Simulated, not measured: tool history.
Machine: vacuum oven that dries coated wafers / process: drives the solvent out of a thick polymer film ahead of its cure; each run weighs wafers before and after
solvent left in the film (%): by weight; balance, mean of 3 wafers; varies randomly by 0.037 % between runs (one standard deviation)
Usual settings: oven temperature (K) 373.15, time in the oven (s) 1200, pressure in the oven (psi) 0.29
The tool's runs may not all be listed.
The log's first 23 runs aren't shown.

Run 24, hour 449.4: usual settings. Result: solvent left in the film (%) 3.52.
Run 25, hour 474.3: usual settings but oven temperature (K) 384.15, pressure in the oven (psi) 0.763. Result: solvent left in the film (%) 3.01.
Run 26, hour 487.6: usual settings but oven temperature (K) 365.15, time in the oven (s) 900, pressure in the oven (psi) 0.763. Result: solvent left in the film (%) 7.99.
Run 27, hour 506.5: usual settings but time in the oven (s) 720. Result: solvent left in the film (%) 5.47.
Run 28, hour 518.6: usual settings but time in the oven (s) 900. Result: solvent left in the film (%) 4.62.
Run 29, hour 545.6: usual settings but oven temperature (K) 376.15, time in the oven (s) 2040, pressure in the oven (psi) 0.341. Result: solvent left in the film (%) 1.91.
Run 30, hour 557.2: usual settings but oven temperature (K) 382.15, time in the oven (s) 1380, pressure in the oven (psi) 0.434. Result: solvent left in the film (%) 2.2.
Run 31, hour 570.2: usual settings but oven temperature (K) 382.15, time in the oven (s) 1380, pressure in the oven (psi) 0.434. Result: solvent left in the film (%) 2.18.
Run 32, hour 594: usual settings but oven temperature (K) 382.15, time in the oven (s) 1380, pressure in the oven (psi) 0.434. Result: solvent left in the film (%) 2.15.
Run 33, hour 612.7: usual settings but oven temperature (K) 381.15, pressure in the oven (psi) 0.956. Result: solvent left in the film (%) 4.14.
At hour 616.5: vacuum gauge cleaned of residue and calibrated.
Run 34, hour 640.5: usual settings but time in the oven (s) 600. Result: solvent left in the film (%) 6.38.
Run 35, hour 662.1: usual settings but oven temperature (K) 376.15, time in the oven (s) 1680, pressure in the oven (psi) 0.555. Result: solvent left in the film (%) 3.16.
At hour 680.7: vacuum gauge cleaned of residue and calibrated, once more.
Run 36, hour 687.4: usual settings but oven temperature (K) 376.15, time in the oven (s) 1680, pressure in the oven (psi) 0.555. Result: solvent left in the film (%) 2.8.
Run 37, hour 698.9: usual settings but oven temperature (K) 364.15, time in the oven (s) 780, pressure in the oven (psi) 0.184. Result: solvent left in the film (%) 6.59.
Run 38, hour 727: usual settings but oven temperature (K) 387.15, time in the oven (s) 1080, pressure in the oven (psi) 0.532. Result: solvent left in the film (%) 2.12.
Run 39, hour 741: usual settings but oven temperature (K) 360.15, time in the oven (s) 1620, pressure in the oven (psi) 0.36. Result: solvent left in the film (%) 5.25.
Run 40, hour 760.2: usual settings but oven temperature (K) 374.15, time in the oven (s) 720, pressure in the oven (psi) 0.685. Result: solvent left in the film (%) 6.26.
Run 41, hour 787.6: usual settings but oven temperature (K) 362.15, time in the oven (s) 1740. Result: solvent left in the film (%) 4.23.
Run 42, hour 809.1: usual settings but oven temperature (K) 366.15, time in the oven (s) 1020. Result: solvent left in the film (%) 5.4.
Run 43, hour 825.6: usual settings but oven temperature (K) 369.15, time in the oven (s) 1020, pressure in the oven (psi) 0.716. Result: solvent left in the film (%) 6.18.
Run 44, hour 851.9: usual settings but oven temperature (K) 369.15, time in the oven (s) 1020, pressure in the oven (psi) 0.716. Result: solvent left in the film (%) 6.33.
Run 45, hour 879.8: usual settings but oven temperature (K) 369.15, time in the oven (s) 1020, pressure in the oven (psi) 0.716. Result: solvent left in the film (%) 6.33.
Run 46, hour 902.6: usual settings but oven temperature (K) 369.15, time in the oven (s) 1020, pressure in the oven (psi) 0.19. Result: solvent left in the film (%) 4.46.
Run 47, hour 917.1: usual settings but oven temperature (K) 360.15, time in the oven (s) 1020, pressure in the oven (psi) 0.219. Result: solvent left in the film (%) 6.45.
Run 48, hour 935: usual settings but oven temperature (K) 360.15, time in the oven (s) 1020, pressure in the oven (psi) 0.219. Result: solvent left in the film (%) 6.5.

Alternative continuations, all from the tool just after run 48; predict every row:
Run A, hour 956.6: usual settings but oven temperature (K) 365.15, time in the oven (s) 1020, pressure in the oven (psi) 0.219. Result: solvent left in the film (%) ?.
Run B, hour 956.6: usual settings but oven temperature (K) 379.15, time in the oven (s) 780, pressure in the oven (psi) 0.841. Result: solvent left in the film (%) ?.
Run C, hour 956.6: usual settings but oven temperature (K) 360.15, time in the oven (s) 1020, pressure in the oven (psi) 0.451. Result: solvent left in the film (%) ?.

run  solvent left in the film (%)
  A                          5.43
  B                          5.37
  C                          7.51
With the hidden condition removed and each run's random variation left untouched, the same runs would have given:
run  solvent left in the film (%)
  A                           4.9
  B                          4.84
  C                          6.91

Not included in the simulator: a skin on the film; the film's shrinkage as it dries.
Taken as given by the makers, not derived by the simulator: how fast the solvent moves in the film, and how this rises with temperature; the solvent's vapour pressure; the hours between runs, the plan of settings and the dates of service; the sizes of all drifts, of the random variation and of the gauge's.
